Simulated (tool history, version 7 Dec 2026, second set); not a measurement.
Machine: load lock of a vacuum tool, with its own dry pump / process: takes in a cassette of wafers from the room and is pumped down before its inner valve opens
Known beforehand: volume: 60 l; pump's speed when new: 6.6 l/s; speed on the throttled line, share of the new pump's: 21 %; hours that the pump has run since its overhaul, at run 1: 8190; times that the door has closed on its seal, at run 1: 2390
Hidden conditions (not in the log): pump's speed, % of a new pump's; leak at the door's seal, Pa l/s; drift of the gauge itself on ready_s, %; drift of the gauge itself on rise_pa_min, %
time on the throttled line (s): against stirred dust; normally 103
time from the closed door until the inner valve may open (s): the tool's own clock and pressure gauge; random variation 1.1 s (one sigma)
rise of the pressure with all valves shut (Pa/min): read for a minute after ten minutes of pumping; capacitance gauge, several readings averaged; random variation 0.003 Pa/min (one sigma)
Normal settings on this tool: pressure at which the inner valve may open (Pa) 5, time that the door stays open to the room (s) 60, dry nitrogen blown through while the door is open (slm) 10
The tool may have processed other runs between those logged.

| run | day | time on the throttled line (s) | pressure at which the inner valve may open (Pa) | time that the door stays open to the room (s) | dry nitrogen blown through while the door is open (slm) | hours that the pump has run since its overhaul | times that the door has closed on its seal | incoming humidity of the room's air, % | time from the closed door until the inner valve may open (s) | rise of the pressure with all valves shut (Pa/min) |
|---|---|---|---|---|---|---|---|---|---|---|
| 1 | 0.000 | 103 | 5 | 60 | 10 | 8190 | 2390 | 46.2 | 175.2 | 0.038 |
| 2 | 22.654 | 103 | 5 | 60 | 10 | 8734 | 4793 | 45.3 | 174.4 | 0.038 |
| 3 | 38.138 | 103 | 5 | 60 | 10 | 9105 | 6436 | 45.4 | 173.2 | 0.032 |
| 4 | 49.438 | 103 | 5 | 60 | 10 | 9377 | 7635 | 46.9 | 173.2 | 0.035 |
| 5 | 67.842 | 103 | 5 | 60 | 10 | 9818 | 9587 | 44.6 | 170.4 | 0.031 |
| 6 | 81.017 | 103 | 5 | 60 | 10 | 10135 | 10985 | 45.6 | 173.3 | 0.035 |
| 7 | 95.671 | 103 | 5 | 60 | 10 | 10486 | 12540 | 46.8 | 173.7 | 0.034 |
| 8 | 107.067 | 103 | 5 | 60 | 10 | 10760 | 13748 | 46.1 | 173.4 | 0.031 |
| 9 | 118.633 | 103 | 5 | 60 | 10 | 11037 | 14976 | 38.5 | 173.8 | 0.027 |
|  | 122.450 | dry pump taken out, an overhauled one fitted |
| 10 | 132.242 | 103 | 5 | 60 | 10 | 235 | 16393 | 46.5 | 172.8 | 0.033 |
| 11 | 147.208 | 103 | 5 | 60 | 10 | 594 | 17981 | 46.3 | 171.8 | 0.035 |
| 12 | 165.412 | 103 | 5 | 60 | 10 | 1031 | 19912 | 47.3 | 171.2 | 0.035 |
| 13 | 179.104 | 103 | 5 | 60 | 10 | 1360 | 21364 | 45.4 | 173.8 | 0.031 |
| 14 | 196.771 | 103 | 5 | 60 | 10 | 1784 | 23239 | 44.5 | 172.7 | 0.031 |
| 15 | 206.850 | 148 | 5 | 60 | 10 | 2026 | 24308 | 43.1 | 207.7 | 0.033 |
| 16 | 228.712 | 148 | 5 | 60 | 10 | 2550 | 26628 | 44.3 | 211.0 | 0.029 |
|  | 244.971 | door's seal changed, seat wiped |
| 17 | 244.971 | 103 | 5 | 60 | 10 | 2939 | 0 | 46.0 | 172.2 | 0.028 |
| 18 | 266.304 | 103 | 5 | 60 | 10 | 3451 | 2263 | 44.4 | 172.8 | 0.034 |
| 19 | 278.796 | 103 | 5 | 60 | 10 | 3751 | 3588 | 46.6 | 171.8 | 0.032 |
| 20 | 293.808 | 103 | 5 | 60 | 10 | 4111 | 5181 | 46.8 | 171.4 | 0.029 |
| 21 | 311.788 | 71 | 6 | 124 | 17 | 4543 | 7088 | 45.5 | 145.4 | 0.029 |
| 22 | 332.621 | 117 | 6 | 60 | 10 | 5043 | 9299 | 46.8 | 182.4 | 0.029 |
| 23 | 342.396 | 53 | 6 | 77 | 39 | 5277 | 10336 | 44.9 | 130.9 | 0.016 |
| 24 | 364.842 | 81 | 6 | 77 | 39 | 5816 | 12717 | 44.9 | 152.6 | 0.013 |
| 25 | 388.358 | 81 | 6 | 77 | 39 | 6380 | 15212 | 48.0 | 154.1 | 0.021 |
| 26 | 410.638 | 204 | 5 | 60 | 10 | 6915 | 17575 | 45.0 | 250.8 | 0.033 |
| 27 | 432.554 | 204 | 5 | 60 | 10 | 7441 | 19900 | 46.5 | 252.1 | 0.033 |
| 28 | 442.917 | 132 | 8 | 60 | 10 | 7690 | 21000 | 44.9 | 189.4 | 0.035 |
| 29 | 466.438 | 70 | 5 | 179 | 10 | 8254 | 23495 | 42.7 | 146.7 | 0.048 |
| 30 | 484.108 | 65 | 5 | 179 | 6 | 8678 | 25370 | 45.7 | 141.9 | 0.056 |
| 31 | 503.667 | 65 | 5 | 179 | 6 | 9148 | 27445 | 44.9 | 142.5 | 0.055 |
|  | 512.288 | door's seal changed, seat wiped |
| 32 | 516.167 | 175 | 5 | 60 | 8 | 9446 | 411 | 43.4 | 230.1 | 0.033 |
| 33 | 537.396 | 175 | 5 | 60 | 8 | 9956 | 2664 | 44.2 | 229.9 | 0.027 |
| 34 | 560.050 | 146 | 7 | 60 | 8 | 10499 | 5067 | 46.1 | 203.6 | 0.030 |
| 35 | 575.167 | 146 | 7 | 60 | 8 | 10862 | 6671 | 45.2 | 203.8 | 0.035 |
|  | 586.725 | dry pump taken out, an overhauled one fitted |
| 36 | 587.533 | 146 | 6 | 87 | 8 | 19 | 7956 | 44.5 | 203.7 | 0.044 |

Here are 4 independent what-if runs from the current tool condition. What would each one return?
| A | 603.588 | 133 | 5 | 41 | 11 | 405 | 9660 | 43.8 | ? | ? |
| B | 603.588 | 73 | 6 | 60 | 10 | 405 | 9660 | 46.4 | ? | ? |
| C | 603.588 | 103 | 5 | 60 | 11 | 405 | 9660 | 45.4 | ? | ? |
| D | 603.588 | 92 | 6 | 37 | 10 | 405 | 9660 | 41.4 | ? | ? |

| run | time from the closed door until the inner valve may open (s) | rise of the pressure with all valves shut (Pa/min) |
|---|---|---|
| A | 193.1 | 0.025 |
| B | 145.7 | 0.034 |
| C | 173.0 | 0.029 |
| D | 163.8 | 0.026 |
Take away the tool's hidden state, keep each run's random variation, and the runs would have read:
| run | time from the closed door until the inner valve may open (s) | rise of the pressure with all valves shut (Pa/min) |
|---|---|---|
| A | 193.1 | 0.025 |
| B | 145.7 | 0.034 |
| C | 173.0 | 0.028 |
| D | 163.8 | 0.026 |
